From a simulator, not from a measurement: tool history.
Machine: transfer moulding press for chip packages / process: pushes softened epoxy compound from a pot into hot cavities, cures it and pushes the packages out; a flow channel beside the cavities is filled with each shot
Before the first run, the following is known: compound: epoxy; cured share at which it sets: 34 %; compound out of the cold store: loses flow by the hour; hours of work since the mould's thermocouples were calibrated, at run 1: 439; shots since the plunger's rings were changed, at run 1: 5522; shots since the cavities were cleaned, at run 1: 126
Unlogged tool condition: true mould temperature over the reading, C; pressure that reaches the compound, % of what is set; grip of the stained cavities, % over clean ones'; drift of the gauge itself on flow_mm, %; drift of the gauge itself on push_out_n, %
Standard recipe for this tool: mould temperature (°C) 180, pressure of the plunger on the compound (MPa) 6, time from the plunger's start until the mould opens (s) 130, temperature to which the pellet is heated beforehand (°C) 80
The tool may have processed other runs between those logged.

run   hour  mould temperature (°C)  pressure of the plunger on the compound (MPa)  time from the plunger's start until the mould opens (s)  temperature to which the pellet is heated beforehand (°C)  hours of work since the mould's thermocouples were calibrated  shots since the plunger's rings were changed  shots since the cavities were cleaned  incoming compound's hours out of the cold store  length that the compound runs in the flow channel (mm)  greatest force on the pins that push the packages out (N)
  1      0                     180                                              6                                                      130                                                         80                                                            439                                          5522                                    126                                             36.8                                                     666                                                        207
  2   29.5                     180                                              6                                                      130                                                         80                                                            453                                          5724                                    328                                             13.9                                                     751                                                        248
  3   50.8                     180                                              6                                                      130                                                         80                                                            464                                          5870                                    474                                             25.7                                                     710                                                        280
  4   64.4                     175                                              6                                                      130                                                         80                                                            471                                          5963                                    567                                             38.4                                                     667                                                        341
      91.5  -- plunger's sealing rings changed
  5   96.4                     180                                              6                                                      130                                                         78                                                            485                                            34                                    770                                             36.1                                                     744                                                        311
  6  112.2                     180                                              6                                                      130                                                         80                                                            493                                           142                                    878                                             32.8                                                     760                                                        329
  7  131.1                     180                                              6                                                      130                                                         80                                                            503                                           271                                   1007                                             16.7                                                     826                                                        329
  8  152.7                     180                                              6                                                      130                                                         80                                                            514                                           420                                   1156                                               47                                                     694                                                        333
     158.2  -- cavities cleaned with cleaning compound and waxed
  9  171.3                     180                                              6                                                      114                                                         80                                                            522                                           537                                     90                                             32.4                                                     751                                                        216
 10  196.8                     180                                              6                                                      130                                                         80                                                            535                                           712                                    265                                              9.1                                                     859                                                        224
 11  209.2                     180                                              6                                                      130                                                         77                                                            541                                           797                                    350                                             29.2                                                     764                                                        255
 12  238.5                     180                                              6                                                      130                                                         77                                                            556                                           998                                    551                                              8.4                                                     862                                                        292
 13  256.4                     180                                              6                                                      125                                                         80                                                            565                                          1121                                    674                                              9.8                                                     864                                                        324
 14  281.5                     180                                              6                                                      125                                                         80                                                            577                                          1293                                    846                                             36.6                                                     735                                                        319
 15  294.2                     180                                           4.77                                                      111                                                         86                                                            584                                          1380                                    933                                             28.3                                                     678                                                        377
 16  315.1                     180                                           4.77                                                      111                                                         86                                                            594                                          1523                                   1076                                             21.4                                                     712                                                        396
     330.7  -- cavities cleaned with cleaning compound and waxed
 17  339.6                     180                                              6                                                      124                                                         80                                                            605                                          1680                                     61                                             27.1                                                     755                                                        188
 18  368.5                     181                                           5.31                                                      167                                                         75                                                            620                                          1879                                    260                                             16.2                                                     759                                                        223
 19  391.7                     181                                           5.31                                                      167                                                         75                                                            631                                          2038                                    419                                             32.7                                                     682                                                        248
 20  406.2                     181                                           5.07                                                      144                                                         80                                                            639                                          2137                                    518                                             34.4                                                     673                                                        273
 21  426.2                     173                                           6.93                                                      133                                                         80                                                            649                                          2274                                    655                                             20.1                                                     871                                                        370
 22  449.1                     173                                           6.93                                                      133                                                         80                                                            660                                          2432                                    813                                             43.6                                                     764                                                        373
 23    477                     181                                           7.46                                                      137                                                         84                                                            674                                          2623                                   1004                                             14.6                                                     878                                                        313
 24  492.2                     180                                           6.99                                                      119                                                         80                                                            682                                          2727                                   1108                                             25.7                                                     817                                                        348
     502.9  -- cavities cleaned with cleaning compound and waxed
 25  523.1                     175                                           5.94                                                      130                                                         80                                                            696                                          2928                                    138                                             43.3                                                     695                                                        234
 26  549.2                     184                                           6.34                                                      130                                                         80                                                            709                                          3108                                    318                                             31.6                                                     727                                                        229
 27  563.3                     175                                           6.34                                                      119                                                         80                                                            716                                          3204                                    414                                             45.9                                                     705                                                        327
 28    579                     180                                           6.02                                                      130                                                         73                                                            724                                          3312                                    522                                             29.4                                                     751                                                        283

Here are 5 independent what-if runs from the current tool condition. What would each one return?
  A   598                     183                                           6.08                                                      136                                                         80                                                            734                                          3442                                    652                                             31.7                                                       ?                                                          ?
  B   598                     187                                           6.92                                                      163                                                         80                                                            734                                          3442                                    652                                             42.4                                                       ?                                                          ?
  C   598                     180                                           4.96                                                      130                                                         79                                                            734                                          3442                                    652                                              9.6                                                       ?                                                          ?
  D   598                     178                                           6.29                                                      130                                                         71                                                            734                                          3442                                    652                                             46.5                                                       ?                                                          ?
  E   598                     184                                           6.42                                                      130                                                         84                                                            734                                          3442                                    652                                             11.5                                                       ?                                                          ?

run  length that the compound runs in the flow channel (mm)  greatest force on the pins that push the packages out (N)
  A                                                     722                                                        283
  B                                                     718                                                        271
  C                                                     734                                                        308
  D                                                     683                                                        305
  E                                                     813                                                        284
Without the tool's hidden state the same runs would have given:
run  length that the compound runs in the flow channel (mm)  greatest force on the pins that push the packages out (N)
  A                                                     773                                                        162
  B                                                     769                                                        156
  C                                                     786                                                        180
  D                                                     732                                                        177
  E                                                     872                                                        164
